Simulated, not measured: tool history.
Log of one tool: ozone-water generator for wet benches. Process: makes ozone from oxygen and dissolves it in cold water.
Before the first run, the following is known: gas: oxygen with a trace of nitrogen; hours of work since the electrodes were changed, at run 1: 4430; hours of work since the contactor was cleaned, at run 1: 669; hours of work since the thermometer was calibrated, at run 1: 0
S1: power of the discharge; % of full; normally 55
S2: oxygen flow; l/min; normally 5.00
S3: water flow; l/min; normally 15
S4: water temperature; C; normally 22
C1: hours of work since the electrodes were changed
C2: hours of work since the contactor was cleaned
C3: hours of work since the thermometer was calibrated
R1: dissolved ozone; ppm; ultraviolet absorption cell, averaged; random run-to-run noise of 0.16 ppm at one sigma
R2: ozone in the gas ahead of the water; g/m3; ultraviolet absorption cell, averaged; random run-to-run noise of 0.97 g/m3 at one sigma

run,hour,S1,S2,S3,S4,C1,C2,C3,R1,R2
1,0.0,55,5.00,15,22,4430,669,0,21.6,166.3
2,88.4,55,5.00,12,22,4499,737,68,24.6,165.9
3,174.8,55,5.00,12,22,4565,804,135,24.7,167.5
4,332.6,55,5.00,15,17,4687,925,257,23.5,165.9
5,472.0,55,5.00,15,17,4795,1033,364,23.3,165.0
6,555.4,55,5.00,15,22,4859,1097,429,21.6,165.4
7,647.8,55,5.00,15,18,4931,1169,500,22.8,163.8
8,744.5,55,5.00,15,18,5005,1243,575,23.1,165.1
9,875.6,55,5.00,15,18,5106,1345,676,23.2,164.3
10,1016.6,55,5.00,15,18,5215,1454,785,23.1,161.8
11,1193.8,55,4.04,15,22,5352,1590,922,22.3,186.8

4 ways to go on from here, each from the tool as it stands after run 11. What would each give?
A,1300.8,55,2.66,15,22,5435,1673,1004,?,?
B,1300.8,45,5.00,17,15,5435,1673,1004,?,?
C,1300.8,55,7.66,15,25,5435,1673,1004,?,?
D,1300.8,53,5.00,15,22,5435,1673,1004,?,?

run,R1,R2
A,22.4,238.3
B,19.5,143.1
C,18.7,124.2
D,20.9,159.6
Stripped of hidden state, with their random variation kept, the same runs would have yielded:
run,R1,R2
A,22.4,243.2
B,19.5,145.9
C,18.7,126.7
D,20.9,162.8
